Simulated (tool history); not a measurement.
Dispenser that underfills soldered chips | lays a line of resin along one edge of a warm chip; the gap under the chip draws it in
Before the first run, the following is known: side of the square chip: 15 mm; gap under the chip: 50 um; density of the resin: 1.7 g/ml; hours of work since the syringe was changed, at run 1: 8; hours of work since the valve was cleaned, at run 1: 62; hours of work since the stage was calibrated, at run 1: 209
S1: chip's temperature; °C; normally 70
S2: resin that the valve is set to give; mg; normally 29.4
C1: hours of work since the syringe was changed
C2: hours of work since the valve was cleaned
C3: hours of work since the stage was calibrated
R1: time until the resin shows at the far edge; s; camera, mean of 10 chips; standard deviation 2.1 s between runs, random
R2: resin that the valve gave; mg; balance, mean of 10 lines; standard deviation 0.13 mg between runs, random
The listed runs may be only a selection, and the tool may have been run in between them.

run 1 hour=0.0 | S1=70 S2=29.4 | C1=8 C2=62 C3=209 | R1=297.0 R2=29.06
-- hour=3.3 new syringe of resin
run 2 hour=11.1 | S1=75 S2=29.4 | C1=5 C2=69 C3=217 | R1=210.0 R2=28.88
-- hour=17.8 new syringe of resin
run 3 hour=18.7 | S1=70 S2=29.4 | C1=1 C2=74 C3=222 | R1=228.4 R2=28.63
run 4 hour=24.1 | S1=70 S2=36.8 | C1=4 C2=78 C3=225 | R1=250.7 R2=36.05
-- hour=32.4 new syringe of resin
run 5 hour=35.0 | S1=70 S2=36.8 | C1=2 C2=85 C3=233 | R1=235.3 R2=35.88
-- hour=43.6 dispensing valve cleaned and set on the balance
run 6 hour=44.1 | S1=70 S2=36.8 | C1=7 C2=0 C3=238 | R1=283.2 R2=36.53
-- hour=47.9 new syringe of resin
run 7 hour=52.1 | S1=70 S2=29.4 | C1=3 C2=6 C3=244 | R1=249.0 R2=29.17
run 8 hour=57.6 | S1=66 S2=29.4 | C1=7 C2=10 C3=248 | R1=344.8 R2=29.19
-- hour=62.6 new syringe of resin
run 9 hour=69.4 | S1=66 S2=29.4 | C1=5 C2=18 C3=256 | R1=327.0 R2=29.18
run 10 hour=76.4 | S1=66 S2=29.4 | C1=10 C2=22 C3=260 | R1=382.6 R2=29.02
-- hour=77.2 new syringe of resin
run 11 hour=82.1 | S1=66 S2=29.4 | C1=3 C2=26 C3=264 | R1=306.3 R2=29.06
run 12 hour=90.2 | S1=66 S2=29.4 | C1=9 C2=32 C3=270 | R1=373.2 R2=29.03
-- hour=91.6 new syringe of resin
run 13 hour=100.4 | S1=66 S2=29.4 | C1=6 C2=39 C3=277 | R1=336.1 R2=28.94
-- hour=106.5 new syringe of resin
run 14 hour=109.5 | S1=70 S2=29.4 | C1=2 C2=45 C3=283 | R1=249.5 R2=28.81
run 15 hour=118.7 | S1=70 S2=29.4 | C1=9 C2=51 C3=289 | R1=309.0 R2=28.58
-- hour=120.9 new syringe of resin
run 16 hour=125.0 | S1=70 S2=29.4 | C1=3 C2=55 C3=293 | R1=246.8 R2=28.84
run 17 hour=132.5 | S1=60 S2=29.4 | C1=8 C2=61 C3=299 | R1=472.4 R2=28.72
-- hour=135.5 new syringe of resin
run 18 hour=137.7 | S1=63 S2=30.2 | C1=2 C2=64 C3=302 | R1=338.4 R2=29.62
run 19 hour=143.6 | S1=63 S2=30.2 | C1=6 C2=68 C3=306 | R1=396.1 R2=29.61
-- hour=150.0 new syringe of resin
run 20 hour=154.6 | S1=57 S2=30.3 | C1=3 C2=76 C3=314 | R1=496.1 R2=29.64
-- hour=164.4 new syringe of resin
run 21 hour=165.0 | S1=66 S2=30.3 | C1=0 C2=83 C3=321 | R1=274.2 R2=29.43
run 22 hour=170.9 | S1=66 S2=30.3 | C1=5 C2=87 C3=325 | R1=321.7 R2=29.34
-- hour=177.7 dispensing valve cleaned and set on the balance
-- hour=180.5 new syringe of resin
run 23 hour=184.1 | S1=66 S2=31.9 | C1=2 C2=4 C3=333 | R1=307.4 R2=32.04
run 24 hour=190.4 | S1=65 S2=25.8 | C1=7 C2=9 C3=337 | R1=387.7 R2=25.67
-- hour=195.5 new syringe of resin
run 25 hour=200.5 | S1=65 S2=25.8 | C1=4 C2=15 C3=344 | R1=342.4 R2=25.78
run 26 hour=209.1 | S1=65 S2=25.8 | C1=10 C2=21 C3=350 | R1=426.6 R2=25.59
-- hour=210.3 new syringe of resin
run 27 hour=219.3 | S1=65 S2=25.8 | C1=6 C2=28 C3=357 | R1=378.5 R2=25.56
-- hour=225.3 new syringe of resin
run 28 hour=225.9 | S1=56 S2=30.9 | C1=0 C2=33 C3=361 | R1=478.2 R2=30.54
run 29 hour=232.0 | S1=63 S2=27.7 | C1=5 C2=37 C3=366 | R1=391.1 R2=27.59
-- hour=239.9 new syringe of resin
run 30 hour=240.0 | S1=63 S2=27.7 | C1=0 C2=42 C3=371 | R1=327.4 R2=27.41
run 31 hour=249.0 | S1=70 S2=31.9 | C1=6 C2=49 C3=377 | R1=289.8 R2=31.45
-- hour=254.5 new syringe of resin
run 32 hour=254.8 | S1=78 S2=25.8 | C1=0 C2=52 C3=381 | R1=167.0 R2=25.34
run 33 hour=266.3 | S1=85 S2=26.3 | C1=8 C2=60 C3=389 | R1=161.5 R2=25.70

For some of the steps in R1 from one run to the next: how much would appear even if the tool had no hidden state, given the settings, what came in and random variation, and how much remains for the hidden state plus any gauge scatter that the measured result and the result without hidden state don't share?
Hidden state present: resin's viscosity, % of fresh resin's; dose that the valve gives, % of what is set; true chip temperature over the reading, C; drift of the gauge itself on fill_s, %; drift of the gauge itself on given_mg, %.
Run 16 -> 17: S1 70 -> 60. R1 +225.6 s: hidden state +103.0, all else +122.6.
Run 17 -> 18: S1 60 -> 63, S2 29.4 -> 30.2, new syringe of resin. R1 -134.0 s: hidden state -91.2, all else -42.8.
Run 20 -> 21: S1 57 -> 66, new syringe of resin. R1 -221.9 s: hidden state -74.8, all else -147.1.
Run 25 -> 26: settings left as they were, no log entry in between. R1 +84.2 s: hidden state +81.0, all else +3.2.
